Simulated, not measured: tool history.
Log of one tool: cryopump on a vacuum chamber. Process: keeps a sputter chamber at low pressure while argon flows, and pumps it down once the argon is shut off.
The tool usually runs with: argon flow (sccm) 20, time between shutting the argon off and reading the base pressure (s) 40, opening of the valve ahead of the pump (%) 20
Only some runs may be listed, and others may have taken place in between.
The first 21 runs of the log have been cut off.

run,hour,argon flow (sccm),time between shutting the argon off and reading the base pressure (s),opening of the valve ahead of the pump (%),hours of work since the pump was warmed up and emptied,hours of work since the cold head was overhauled,hours of work since the chamber's fittings were tightened,pressure while argon flows (Pa),pressure after the wait (uPa)
22,231.6,13,29,39,168,168,2685,0.0245,2.06
23,241.9,11,66,20,173,173,2690,0.0413,1.76
24,249.9,15,66,34,177,177,2693,0.0336,1.73
25,261.8,35,66,45,183,183,2699,0.0593,1.79
26,276.7,35,66,45,190,190,2707,0.0592,1.83
27,283.5,20,214,37,194,194,2710,0.0410,1.60
28,295.9,13,42,30,200,200,2716,0.0332,1.88
29,309.9,8,171,20,207,207,2723,0.0306,1.66
30,323.7,8,171,20,213,213,2730,0.0303,1.64
31,339.8,8,171,20,221,221,2737,0.0303,1.67
32,350.9,8,20,17,227,227,2743,0.0352,2.41
# hour 356.8: leaking fittings of the chamber tightened, without venting
33,360.4,20,273,34,230,230,2,0.0443,0.29

Consider 3 possible next runs. They are alternatives, not a sequence: every one starts from the tool as it was left by run 33. What does each give?
A,374.9,21,24,52,237,237,9,?,?
B,374.9,20,40,34,237,237,9,?,?
C,374.9,20,88,52,237,237,9,?,?

run,pressure while argon flows (Pa),pressure after the wait (uPa)
A,0.0308,0.80
B,0.0452,0.57
C,0.0308,0.36
Without the tool's unlogged condition, the same runs would have read:
run,pressure while argon flows (Pa),pressure after the wait (uPa)
A,0.0293,0.76
B,0.0438,0.53
C,0.0294,0.32
